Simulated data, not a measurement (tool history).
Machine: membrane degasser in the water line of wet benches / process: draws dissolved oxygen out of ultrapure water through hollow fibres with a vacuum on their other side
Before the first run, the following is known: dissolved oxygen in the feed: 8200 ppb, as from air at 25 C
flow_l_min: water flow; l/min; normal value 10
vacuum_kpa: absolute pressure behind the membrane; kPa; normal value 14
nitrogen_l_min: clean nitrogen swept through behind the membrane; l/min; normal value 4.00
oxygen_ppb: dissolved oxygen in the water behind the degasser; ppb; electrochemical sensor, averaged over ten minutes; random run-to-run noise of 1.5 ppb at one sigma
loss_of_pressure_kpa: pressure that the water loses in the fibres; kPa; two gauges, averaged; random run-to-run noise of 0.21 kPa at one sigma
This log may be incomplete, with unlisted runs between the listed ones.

{"run": 1, "hour": 0.0, "flow_l_min": 10, "vacuum_kpa": 14, "nitrogen_l_min": 4.0, "oxygen_ppb": 147.6, "loss_of_pressure_kpa": 57.67}
{"run": 2, "hour": 35.6, "flow_l_min": 10, "vacuum_kpa": 14, "nitrogen_l_min": 4.0, "oxygen_ppb": 144.0, "loss_of_pressure_kpa": 57.71}
{"run": 3, "hour": 64.8, "flow_l_min": 10, "vacuum_kpa": 14, "nitrogen_l_min": 4.0, "oxygen_ppb": 148.2, "loss_of_pressure_kpa": 57.36}
{"run": 4, "hour": 94.7, "flow_l_min": 8, "vacuum_kpa": 14, "nitrogen_l_min": 4.0, "oxygen_ppb": 88.7, "loss_of_pressure_kpa": 45.81}
{"run": 5, "hour": 121.9, "flow_l_min": 10, "vacuum_kpa": 14, "nitrogen_l_min": 4.7, "oxygen_ppb": 138.6, "loss_of_pressure_kpa": 57.62}
{"run": 6, "hour": 153.4, "flow_l_min": 10, "vacuum_kpa": 14, "nitrogen_l_min": 4.7, "oxygen_ppb": 139.1, "loss_of_pressure_kpa": 57.55}
{"run": 7, "hour": 206.6, "flow_l_min": 7, "vacuum_kpa": 14, "nitrogen_l_min": 4.7, "oxygen_ppb": 60.1, "loss_of_pressure_kpa": 40.36}
{"run": 8, "hour": 260.8, "flow_l_min": 7, "vacuum_kpa": 14, "nitrogen_l_min": 4.7, "oxygen_ppb": 58.4, "loss_of_pressure_kpa": 40.16}
{"run": 9, "hour": 319.3, "flow_l_min": 7, "vacuum_kpa": 14, "nitrogen_l_min": 10.61, "oxygen_ppb": 35.8, "loss_of_pressure_kpa": 40.57}
{"run": 10, "hour": 346.4, "flow_l_min": 7, "vacuum_kpa": 14, "nitrogen_l_min": 10.61, "oxygen_ppb": 36.3, "loss_of_pressure_kpa": 40.6}

What will run 11 give?
{"run": 11, "hour": 372.9, "flow_l_min": 7, "vacuum_kpa": 14, "nitrogen_l_min": 10.61, "oxygen_ppb": "?", "loss_of_pressure_kpa": "?"}

For run 11 the tool returned oxygen_ppb 36.2 ppb, loss_of_pressure_kpa 40.41 kPa.
Without the tool's hidden state the same run would have given oxygen_ppb 34.5 ppb, loss_of_pressure_kpa 40.22 kPa.
